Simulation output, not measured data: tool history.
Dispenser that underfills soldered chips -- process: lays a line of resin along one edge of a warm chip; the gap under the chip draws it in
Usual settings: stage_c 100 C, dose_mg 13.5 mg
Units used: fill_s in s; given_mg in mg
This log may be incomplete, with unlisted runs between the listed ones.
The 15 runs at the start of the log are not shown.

| run | day | stage_c | dose_mg | hours of work since the syringe was changed | hours of work since the valve was cleaned | hours of work since the stage was calibrated | fill_s | given_mg |
|---|---|---|---|---|---|---|---|---|
|  | 3.958 | new syringe of resin |
| 16 | 4.267 | 100 | 13.5 | 5 | 46 | 200 | 372.9 | 12.99 |
| 17 | 4.417 | 100 | 13.5 | 7 | 49 | 203 | 430.5 | 12.98 |
|  | 4.738 | new syringe of resin |
| 18 | 4.746 | 100 | 13.5 | 0 | 54 | 208 | 284.6 | 12.81 |
| 19 | 4.912 | 110 | 14.7 | 3 | 56 | 210 | 213.9 | 14.1 |
| 20 | 5.067 | 103 | 15.1 | 5 | 59 | 213 | 331.6 | 14.3 |
| 21 | 5.412 | 90 | 15.4 | 11 | 64 | 218 | 829.7 | 14.52 |
|  | 5.517 | new syringe of resin |
| 22 | 5.704 | 100 | 17.2 | 3 | 69 | 223 | 322.3 | 16.36 |
| 23 | 6.033 | 100 | 17.2 | 8 | 74 | 228 | 451.9 | 16.16 |
| 24 | 6.208 | 110 | 14.8 | 11 | 77 | 231 | 363.4 | 13.8 |
|  | 6.275 | new syringe of resin |
| 25 | 6.479 | 96 | 12.6 | 3 | 81 | 235 | 412.1 | 11.7 |
| 26 | 6.783 | 100 | 12 | 8 | 86 | 240 | 470.9 | 11.16 |
|  | 7.046 | new syringe of resin |
| 27 | 7.146 | 96 | 12 | 2 | 91 | 245 | 368.7 | 11.2 |
| 28 | 7.325 | 96 | 12 | 4 | 94 | 248 | 441.3 | 11.05 |
| 29 | 7.642 | 96 | 12 | 9 | 99 | 253 | 604.2 | 10.97 |
|  | 7.829 | new syringe of resin |
| 30 | 7.979 | 96 | 12 | 2 | 104 | 258 | 399 | 11.09 |
| 31 | 8.146 | 92 | 15.9 | 5 | 107 | 261 | 531.9 | 14.46 |
| 32 | 8.396 | 114 | 15.5 | 9 | 111 | 265 | 259.4 | 14.23 |
|  | 8.6 | new syringe of resin |
| 33 | 8.762 | 114 | 15.5 | 3 | 116 | 270 | 176.7 | 14.14 |
| 34 | 9.104 | 90 | 13.5 | 8 | 122 | 276 | 702.9 | 12.1 |
| 35 | 9.267 | 109 | 16.6 | 11 | 124 | 278 | 351.8 | 15.05 |

Below are 3 alternative next runs, each starting from the tool's condition after run 35. Predict each:
|  | 9.375 | new syringe of resin |
| A | 9.471 | 113 | 16.9 | 1 | 127 | 281 | ? | ? |
|  | 9.375 | new syringe of resin |
| B | 9.471 | 108 | 13.1 | 1 | 127 | 281 | ? | ? |
|  | 9.375 | new syringe of resin |
| C | 9.471 | 91 | 11.6 | 1 | 127 | 281 | ? | ? |

| run | fill_s | given_mg |
|---|---|---|
| A | 171.8 | 15.28 |
| B | 216.9 | 11.64 |
| C | 481.8 | 10.32 |
Take away the tool's hidden state, keep each run's random variation, and the runs would have read:
| run | fill_s | given_mg |
|---|---|---|
| A | 160.9 | 17.05 |
| B | 200.2 | 13 |
| C | 440.4 | 11.52 |
